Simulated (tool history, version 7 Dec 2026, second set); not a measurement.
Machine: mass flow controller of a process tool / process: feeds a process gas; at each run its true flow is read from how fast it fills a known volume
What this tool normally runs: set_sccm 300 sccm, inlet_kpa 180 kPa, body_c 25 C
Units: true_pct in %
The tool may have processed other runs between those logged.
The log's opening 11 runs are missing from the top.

run 12 hour=3177.8 | set_sccm=147 inlet_kpa=180 body_c=25 | true_pct=99.66
-- hour=3476.1 controller exchanged for a calibrated one
run 13 hour=3619.7 | set_sccm=147 inlet_kpa=180 body_c=25 | true_pct=98.21
run 14 hour=3811.9 | set_sccm=495 inlet_kpa=180 body_c=25 | true_pct=99.94
run 15 hour=4235.4 | set_sccm=300 inlet_kpa=180 body_c=25 | true_pct=98.98
run 16 hour=4431.6 | set_sccm=300 inlet_kpa=180 body_c=28 | true_pct=99.19
run 17 hour=4839.6 | set_sccm=300 inlet_kpa=180 body_c=28 | true_pct=99.32
run 18 hour=5019.8 | set_sccm=300 inlet_kpa=180 body_c=28 | true_pct=99.26
run 19 hour=5295.3 | set_sccm=160 inlet_kpa=180 body_c=24 | true_pct=98.15
run 20 hour=5649.6 | set_sccm=52 inlet_kpa=266 body_c=30 | true_pct=96.92
run 21 hour=6065.2 | set_sccm=52 inlet_kpa=266 body_c=30 | true_pct=96.81
run 22 hour=6427.2 | set_sccm=97 inlet_kpa=178 body_c=22 | true_pct=97.27
run 23 hour=6616.3 | set_sccm=97 inlet_kpa=178 body_c=22 | true_pct=97.15
run 24 hour=6845.7 | set_sccm=165 inlet_kpa=178 body_c=27 | true_pct=98.35
run 25 hour=7185.1 | set_sccm=120 inlet_kpa=212 body_c=30 | true_pct=98.32
run 26 hour=7491 | set_sccm=120 inlet_kpa=212 body_c=30 | true_pct=98.13
run 27 hour=7778.9 | set_sccm=238 inlet_kpa=187 body_c=37 | true_pct=99.66
run 28 hour=8168.1 | set_sccm=238 inlet_kpa=187 body_c=37 | true_pct=99.71
run 29 hour=8518.5 | set_sccm=153 inlet_kpa=261 body_c=37 | true_pct=99.06
run 30 hour=8865.9 | set_sccm=109 inlet_kpa=161 body_c=25 | true_pct=97.34
run 31 hour=9280.4 | set_sccm=109 inlet_kpa=184 body_c=26 | true_pct=97.33
run 32 hour=9552.5 | set_sccm=300 inlet_kpa=180 body_c=38 | true_pct=100.27
run 33 hour=9831.4 | set_sccm=300 inlet_kpa=180 body_c=38 | true_pct=100.42
run 34 hour=10153.8 | set_sccm=249 inlet_kpa=180 body_c=24 | true_pct=99.02
-- hour=10552.3 controller's zero set anew
run 35 hour=10552.3 | set_sccm=54 inlet_kpa=180 body_c=21 | true_pct=98.97
run 36 hour=10956.7 | set_sccm=452 inlet_kpa=253 body_c=28 | true_pct=101.45

What if the next run were any one of these 3? Each begins from the tool's condition after run 36:
run A hour=11321.5 | set_sccm=300 inlet_kpa=208 body_c=25 | true_pct=?
run B hour=11321.5 | set_sccm=88 inlet_kpa=253 body_c=28 | true_pct=?
run C hour=11321.5 | set_sccm=230 inlet_kpa=256 body_c=25 | true_pct=?

run=A true_pct=100.37
run=B true_pct=99.54
run=C true_pct=100.2
With the hidden condition removed and each run's random variation left untouched, the same runs would have given:
run=A true_pct=99.01
run=B true_pct=98.42
run=C true_pct=98.86
